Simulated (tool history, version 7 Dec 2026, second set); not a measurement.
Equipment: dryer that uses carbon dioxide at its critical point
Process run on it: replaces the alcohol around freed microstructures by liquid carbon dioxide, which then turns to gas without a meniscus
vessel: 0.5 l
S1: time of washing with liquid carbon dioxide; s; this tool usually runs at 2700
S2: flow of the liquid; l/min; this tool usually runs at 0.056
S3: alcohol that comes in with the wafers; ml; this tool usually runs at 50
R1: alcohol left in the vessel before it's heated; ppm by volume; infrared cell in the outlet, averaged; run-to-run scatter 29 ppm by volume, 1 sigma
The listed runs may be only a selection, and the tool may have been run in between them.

run   hour    S1      S2   S3     R1
  1      0  2700   0.056   50   2875
  2    7.5  2700  0.0461   50   5414
  3   18.9  3540  0.0461   50   2214
  4   33.3  3540  0.0461   50   2199
  5     40  3540  0.0461   50   2212
  6   48.5  2700   0.056   50   2879
  7   58.9  2700   0.056   50   2888
  8   73.2  3240   0.056   50   1445
  9   88.4  3240   0.056   50   1467
 10     97  3240   0.056   50   1427
 11  107.6  2700   0.056   50   2916
 12  119.6  2700   0.056   50   2955
 13    130  1740  0.0363   43  20301
 14  137.3  1740  0.0363   43  20292
 15  149.4  2520  0.0363   30   7456
 16  165.5  2520  0.0363   30   7521
 17  173.2  2520  0.0363   30   7413
 18  181.5  3840  0.0348  114  10659
 19  189.5  1620  0.0348   26  14952
 20  205.3  1620  0.0348   26  14238
 21  218.1  2700   0.056   31   1927
 22  228.6  2700   0.056   31   1883
 23  242.3  2700  0.0447   50   6342

Consider 4 possible next runs. They are alternatives, not a sequence: every one starts from the tool as it was left by run 23. What does each give?
  A  255.7  3720  0.0751  93   ?
  B  255.7  2700  0.0363  68   ?
  C  255.7  4260  0.0447  32   ?
  D  255.7  3660  0.0766  34   ?

run     R1
  A    290
  B  14678
  C    819
  D    111
What these runs would have given with no unlogged condition in the tool:
run     R1
  A    113
  B  10677
  C    437
  D     41

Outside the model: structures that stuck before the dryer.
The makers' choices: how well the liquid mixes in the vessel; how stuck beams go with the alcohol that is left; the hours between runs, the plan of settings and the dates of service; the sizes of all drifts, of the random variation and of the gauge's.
